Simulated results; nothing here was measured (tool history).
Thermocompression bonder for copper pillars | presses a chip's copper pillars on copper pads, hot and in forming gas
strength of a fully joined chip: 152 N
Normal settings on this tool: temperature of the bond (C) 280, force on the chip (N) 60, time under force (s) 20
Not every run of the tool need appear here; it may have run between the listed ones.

| run | hour | temperature of the bond (C) | force on the chip (N) | time under force (s) | force that shears a chip off (N) |
|---|---|---|---|---|---|
| 1 | 0.0 | 280 | 60 | 20 | 114.1 |
| 2 | 35.7 | 280 | 60 | 20 | 115.2 |
| 3 | 61.0 | 280 | 60 | 20 | 114.0 |
| 4 | 82.1 | 280 | 60 | 20 | 114.5 |
|  | 96.6 | heater calibrated with a thermocouple chip |
| 5 | 125.9 | 280 | 60 | 20 | 106.1 |
| 6 | 150.5 | 280 | 60 | 20 | 105.4 |
| 7 | 184.0 | 280 | 60 | 20 | 105.4 |
| 8 | 206.9 | 280 | 60 | 20 | 104.3 |
| 9 | 248.7 | 280 | 60 | 20 | 106.7 |
| 10 | 288.4 | 280 | 60 | 20 | 105.6 |
| 11 | 312.4 | 280 | 60 | 20 | 104.2 |
| 12 | 339.2 | 280 | 60 | 20 | 103.1 |
| 13 | 368.8 | 280 | 60 | 20 | 104.2 |
| 14 | 404.6 | 280 | 60 | 20 | 102.5 |
| 15 | 434.4 | 280 | 60 | 20 | 103.0 |
| 16 | 464.7 | 280 | 60 | 20 | 103.6 |
|  | 473.9 | forming gas filter changed |
| 17 | 502.2 | 280 | 49 | 20 | 100.2 |
| 18 | 529.0 | 280 | 60 | 20 | 112.2 |
| 19 | 561.0 | 280 | 60 | 20 | 112.2 |
| 20 | 580.8 | 280 | 60 | 20 | 112.6 |
| 21 | 601.2 | 280 | 60 | 20 | 109.9 |
| 22 | 639.4 | 280 | 60 | 20 | 110.8 |
| 23 | 674.5 | 280 | 60 | 20 | 111.5 |
| 24 | 710.8 | 280 | 60 | 20 | 108.8 |
| 25 | 743.9 | 271 | 60 | 20 | 102.4 |
| 26 | 763.2 | 280 | 78 | 15 | 116.4 |
| 27 | 796.0 | 299 | 60 | 44 | 132.9 |
| 28 | 834.9 | 256 | 60 | 19 | 87.1 |
| 29 | 857.1 | 256 | 55 | 24 | 88.7 |
| 30 | 895.7 | 310 | 67 | 21 | 130.1 |
|  | 906.8 | heater calibrated with a thermocouple chip |
| 31 | 920.0 | 310 | 67 | 21 | 126.5 |
| 32 | 946.3 | 310 | 67 | 21 | 125.2 |
|  | 974.3 | forming gas filter changed |
| 33 | 976.3 | 280 | 60 | 13 | 98.0 |
| 34 | 1014.4 | 275 | 60 | 20 | 105.4 |
| 35 | 1041.0 | 285 | 54 | 21 | 108.5 |
| 36 | 1082.0 | 285 | 54 | 21 | 109.4 |
| 37 | 1117.6 | 295 | 70 | 17 | 125.6 |
| 38 | 1140.5 | 270 | 64 | 21 | 104.2 |
| 39 | 1166.9 | 270 | 64 | 21 | 105.5 |

Consider 5 possible next runs. They are alternatives, not a sequence: every one starts from the tool as it was left by run 39. What does each give?
| A | 1199.5 | 302 | 64 | 21 | ? |
| B | 1199.5 | 299 | 68 | 14 | ? |
| C | 1199.5 | 300 | 69 | 12 | ? |
| D | 1199.5 | 270 | 39 | 27 | ? |
| E | 1199.5 | 302 | 43 | 30 | ? |

| run | force that shears a chip off (N) |
|---|---|
| A | 128.3 |
| B | 120.9 |
| C | 119.5 |
| D | 82.8 |
| E | 116.4 |
Had the tool no hidden state, the same runs would have come out as:
| run | force that shears a chip off (N) |
|---|---|
| A | 131.8 |
| B | 123.8 |
| C | 122.2 |
| D | 83.1 |
| E | 118.9 |
